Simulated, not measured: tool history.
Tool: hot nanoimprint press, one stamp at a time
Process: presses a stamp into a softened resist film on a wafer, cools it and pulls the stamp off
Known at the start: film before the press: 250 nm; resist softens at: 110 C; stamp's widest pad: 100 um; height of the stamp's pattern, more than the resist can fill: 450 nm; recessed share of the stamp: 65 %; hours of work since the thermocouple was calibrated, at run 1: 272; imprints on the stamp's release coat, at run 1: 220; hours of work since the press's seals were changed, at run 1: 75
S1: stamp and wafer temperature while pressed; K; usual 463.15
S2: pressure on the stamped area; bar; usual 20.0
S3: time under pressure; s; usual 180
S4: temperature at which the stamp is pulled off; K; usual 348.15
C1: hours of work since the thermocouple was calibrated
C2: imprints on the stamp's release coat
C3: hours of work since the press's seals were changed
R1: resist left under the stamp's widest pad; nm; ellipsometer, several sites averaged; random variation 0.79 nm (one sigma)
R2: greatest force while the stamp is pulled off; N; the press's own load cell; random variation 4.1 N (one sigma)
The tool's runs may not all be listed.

Run 1, day 0.000: usual settings; C1 272; C2 220; C3 75. Result: R1 107.5 nm, R2 200 N.
Run 2, day 0.992: usual settings but S2 12.9 bar; C1 287; C2 292; C3 89. Result: R1 135.4 nm, R2 204 N.
Run 3, day 1.683: usual settings but S2 12.9 bar, S3 128 s; C1 297; C2 342; C3 99. Result: R1 150.1 nm, R2 198 N.
Run 4, day 2.867: usual settings but S2 12.9 bar, S3 128 s, S4 346.15 K; C1 314; C2 429; C3 116. Result: R1 149.7 nm, R2 216 N.
Run 5, day 3.546: usual settings but S2 12.9 bar, S3 128 s, S4 346.15 K; C1 324; C2 478; C3 126. Result: R1 150.4 nm, R2 212 N.
Run 6, day 4.550: usual settings but S2 12.9 bar, S3 128 s, S4 346.15 K; C1 338; C2 552; C3 141. Result: R1 150.6 nm, R2 203 N.
Run 7, day 5.212: usual settings; C1 348; C2 600; C3 150. Result: R1 108.3 nm, R2 205 N.
Run 8, day 6.458: usual settings but S1 470.15 K, S2 21.7 bar; C1 366; C2 691; C3 169. Result: R1 77.3 nm, R2 202 N.
Run 9, day 7.362: usual settings but S1 464.15 K, S2 14.8 bar, S3 356 s; C1 379; C2 757; C3 182. Result: R1 94.8 nm, R2 204 N.
Run 10, day 8.633: usual settings but S1 464.15 K, S2 14.8 bar, S3 228 s; C1 398; C2 850; C3 200. Result: R1 111.6 nm, R2 203 N.
Run 11, day 9.350: usual settings but S1 474.15 K, S2 15.5 bar, S3 204 s, S4 349.15 K; C1 408; C2 902; C3 211. Result: R1 75.4 nm, R2 197 N.
Run 12, day 10.008: usual settings but S1 474.15 K, S2 15.5 bar, S3 204 s, S4 349.15 K; C1 418; C2 950; C3 220. Result: R1 73.9 nm, R2 198 N.
At day 10.212: plate thermocouple calibrated.
Run 13, day 10.779: usual settings but S1 474.15 K, S2 15.5 bar, S3 204 s, S4 349.15 K; C1 8; C2 997; C3 230. Result: R1 74.6 nm, R2 193 N.
Run 14, day 11.483: usual settings but S1 474.15 K, S2 15.5 bar, S3 204 s, S4 349.15 K; C1 18; C2 1049; C3 240. Result: R1 75.3 nm, R2 201 N.

How the hidden state differs across the entries between the runs, from the last listed run before each to the first after it:
Between runs 12 and 13: plate thermocouple calibrated (day 10.212)
  true temperature over the reading, C: 0.06 -> 0; pressure that arrives at the usual setting, %: 99.94 -> 99.93
